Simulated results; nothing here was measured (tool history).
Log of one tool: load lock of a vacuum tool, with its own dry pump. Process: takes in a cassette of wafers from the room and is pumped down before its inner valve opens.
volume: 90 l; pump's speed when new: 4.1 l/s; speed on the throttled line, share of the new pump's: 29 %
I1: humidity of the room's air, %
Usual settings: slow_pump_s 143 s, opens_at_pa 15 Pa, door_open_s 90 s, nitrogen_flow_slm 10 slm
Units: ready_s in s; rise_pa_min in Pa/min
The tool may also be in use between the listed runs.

{"run": 1, "day": 0.0, "slow_pump_s": 143, "opens_at_pa": 15, "door_open_s": 90, "nitrogen_flow_slm": 10, "I1": 44.0, "ready_s": 308.0, "rise_pa_min": 0.06}
{"run": 2, "day": 6.683, "slow_pump_s": 143, "opens_at_pa": 15, "door_open_s": 90, "nitrogen_flow_slm": 10, "I1": 43.6, "ready_s": 308.5, "rise_pa_min": 0.068}
{"run": 3, "day": 10.538, "slow_pump_s": 143, "opens_at_pa": 15, "door_open_s": 230, "nitrogen_flow_slm": 10, "I1": 45.2, "ready_s": 309.6, "rise_pa_min": 0.08}
{"run": 4, "day": 17.104, "slow_pump_s": 143, "opens_at_pa": 15, "door_open_s": 230, "nitrogen_flow_slm": 10, "I1": 45.6, "ready_s": 309.5, "rise_pa_min": 0.084}
{"run": 5, "day": 21.05, "slow_pump_s": 143, "opens_at_pa": 15, "door_open_s": 230, "nitrogen_flow_slm": 10, "I1": 49.5, "ready_s": 306.6, "rise_pa_min": 0.087}
{"run": 6, "day": 26.125, "slow_pump_s": 88, "opens_at_pa": 15, "door_open_s": 230, "nitrogen_flow_slm": 10, "I1": 43.8, "ready_s": 271.5, "rise_pa_min": 0.087}
{"run": 7, "day": 33.004, "slow_pump_s": 121, "opens_at_pa": 15, "door_open_s": 90, "nitrogen_flow_slm": 10, "I1": 46.8, "ready_s": 293.0, "rise_pa_min": 0.07}
{"run": 8, "day": 38.746, "slow_pump_s": 121, "opens_at_pa": 15, "door_open_s": 90, "nitrogen_flow_slm": 10, "I1": 39.4, "ready_s": 293.8, "rise_pa_min": 0.074}
{"run": 9, "day": 42.25, "slow_pump_s": 121, "opens_at_pa": 15, "door_open_s": 90, "nitrogen_flow_slm": 12, "I1": 44.5, "ready_s": 292.8, "rise_pa_min": 0.072}
{"run": 10, "day": 45.767, "slow_pump_s": 143, "opens_at_pa": 15, "door_open_s": 90, "nitrogen_flow_slm": 10, "I1": 42.5, "ready_s": 309.5, "rise_pa_min": 0.079}
{"run": 11, "day": 50.658, "slow_pump_s": 187, "opens_at_pa": 10, "door_open_s": 47, "nitrogen_flow_slm": 34, "I1": 44.0, "ready_s": 348.0, "rise_pa_min": 0.061}
{"run": 12, "day": 56.225, "slow_pump_s": 187, "opens_at_pa": 10, "door_open_s": 47, "nitrogen_flow_slm": 34, "I1": 42.7, "ready_s": 353.9, "rise_pa_min": 0.065}
{"run": 13, "day": 63.45, "slow_pump_s": 187, "opens_at_pa": 10, "door_open_s": 47, "nitrogen_flow_slm": 34, "I1": 41.4, "ready_s": 350.4, "rise_pa_min": 0.063}
{"run": 14, "day": 66.675, "slow_pump_s": 152, "opens_at_pa": 15, "door_open_s": 188, "nitrogen_flow_slm": 10, "I1": 45.6, "ready_s": 315.2, "rise_pa_min": 0.099}
{"run": 15, "day": 72.3, "slow_pump_s": 152, "opens_at_pa": 15, "door_open_s": 188, "nitrogen_flow_slm": 10, "I1": 46.9, "ready_s": 317.6, "rise_pa_min": 0.108}
{"run": 16, "day": 77.033, "slow_pump_s": 152, "opens_at_pa": 15, "door_open_s": 188, "nitrogen_flow_slm": 10, "I1": 47.6, "ready_s": 314.6, "rise_pa_min": 0.108}
{"run": 17, "day": 82.196, "slow_pump_s": 143, "opens_at_pa": 15, "door_open_s": 90, "nitrogen_flow_slm": 36, "I1": 43.7, "ready_s": 308.0, "rise_pa_min": 0.077}
{"run": 18, "day": 86.138, "slow_pump_s": 123, "opens_at_pa": 15, "door_open_s": 90, "nitrogen_flow_slm": 36, "I1": 44.0, "ready_s": 296.3, "rise_pa_min": 0.089}
{"run": 19, "day": 91.125, "slow_pump_s": 123, "opens_at_pa": 15, "door_open_s": 90, "nitrogen_flow_slm": 36, "I1": 45.7, "ready_s": 294.2, "rise_pa_min": 0.085}
{"run": 20, "day": 98.188, "slow_pump_s": 151, "opens_at_pa": 18, "door_open_s": 47, "nitrogen_flow_slm": 10, "I1": 49.0, "ready_s": 313.7, "rise_pa_min": 0.099}

Forecast each of these 4 alternatives for the next run:
{"run": "A", "day": 102.762, "slow_pump_s": 200, "opens_at_pa": 15, "door_open_s": 35, "nitrogen_flow_slm": 10, "I1": 49.9, "ready_s": "?", "rise_pa_min": "?"}
{"run": "B", "day": 102.762, "slow_pump_s": 143, "opens_at_pa": 25, "door_open_s": 66, "nitrogen_flow_slm": 5, "I1": 46.3, "ready_s": "?", "rise_pa_min": "?"}
{"run": "C", "day": 102.762, "slow_pump_s": 285, "opens_at_pa": 15, "door_open_s": 129, "nitrogen_flow_slm": 31, "I1": 47.6, "ready_s": "?", "rise_pa_min": "?"}
{"run": "D", "day": 102.762, "slow_pump_s": 151, "opens_at_pa": 23, "door_open_s": 47, "nitrogen_flow_slm": 10, "I1": 43.4, "ready_s": "?", "rise_pa_min": "?"}

run=A ready_s=349.5 rise_pa_min=0.094
run=B ready_s=295.4 rise_pa_min=0.107
run=C ready_s=408.2 rise_pa_min=0.094
run=D ready_s=303.5 rise_pa_min=0.095
Without the tool's hidden state the same runs would have given:
run=A ready_s=335.5 rise_pa_min=0.017
run=B ready_s=281.1 rise_pa_min=0.030
run=C ready_s=396.7 rise_pa_min=0.018
run=D ready_s=289.2 rise_pa_min=0.020
